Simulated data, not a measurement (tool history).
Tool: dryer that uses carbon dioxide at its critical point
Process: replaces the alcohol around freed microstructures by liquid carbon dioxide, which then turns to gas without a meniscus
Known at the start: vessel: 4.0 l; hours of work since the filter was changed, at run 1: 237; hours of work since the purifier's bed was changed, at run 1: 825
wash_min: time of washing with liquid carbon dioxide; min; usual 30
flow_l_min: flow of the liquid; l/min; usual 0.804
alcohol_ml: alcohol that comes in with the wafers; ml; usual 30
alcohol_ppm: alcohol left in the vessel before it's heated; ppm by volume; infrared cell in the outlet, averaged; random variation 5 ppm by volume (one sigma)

| run | day | wash_min | flow_l_min | alcohol_ml | hours of work since the filter was changed | hours of work since the purifier's bed was changed | alcohol_ppm |
|---|---|---|---|---|---|---|---|
| 1 | 0.000 | 30 | 0.804 | 30 | 237 | 825 | 140 |
| 2 | 1.704 | 30 | 0.804 | 30 | 252 | 840 | 149 |
| 3 | 4.121 | 30 | 0.804 | 30 | 273 | 861 | 153 |
| 4 | 5.925 | 30 | 0.804 | 30 | 288 | 877 | 152 |
| 5 | 8.362 | 30 | 0.804 | 30 | 310 | 898 | 161 |
| 6 | 10.108 | 30 | 0.804 | 30 | 325 | 913 | 164 |
| 7 | 12.671 | 27 | 0.804 | 30 | 347 | 936 | 195 |
| 8 | 15.204 | 27 | 0.804 | 30 | 369 | 958 | 200 |
| 9 | 16.521 | 30 | 0.706 | 30 | 381 | 969 | 216 |
| 10 | 18.900 | 30 | 0.804 | 30 | 401 | 990 | 180 |
|  | 20.167 | inlet filter changed |
| 11 | 20.383 | 30 | 0.804 | 30 | 2 | 1002 | 147 |
| 12 | 23.112 | 30 | 0.804 | 30 | 26 | 1026 | 150 |
| 13 | 24.908 | 25 | 0.804 | 30 | 41 | 1042 | 214 |
| 14 | 26.238 | 25 | 0.804 | 30 | 53 | 1053 | 218 |
| 15 | 28.304 | 25 | 0.804 | 30 | 71 | 1071 | 220 |
| 16 | 30.571 | 24 | 1.108 | 30 | 91 | 1091 | 159 |
| 17 | 32.433 | 24 | 0.698 | 30 | 107 | 1107 | 324 |

Run 18 comes next. What will it give?
|  | 34.521 | purifier's bed changed |
| 18 | 34.521 | 46 | 0.562 | 49 | 124 | 0 | ? |

Run 18 gave alcohol_ppm 46 ppm by volume.
Without the tool's hidden state the same run would have given alcohol_ppm 37 ppm by volume.
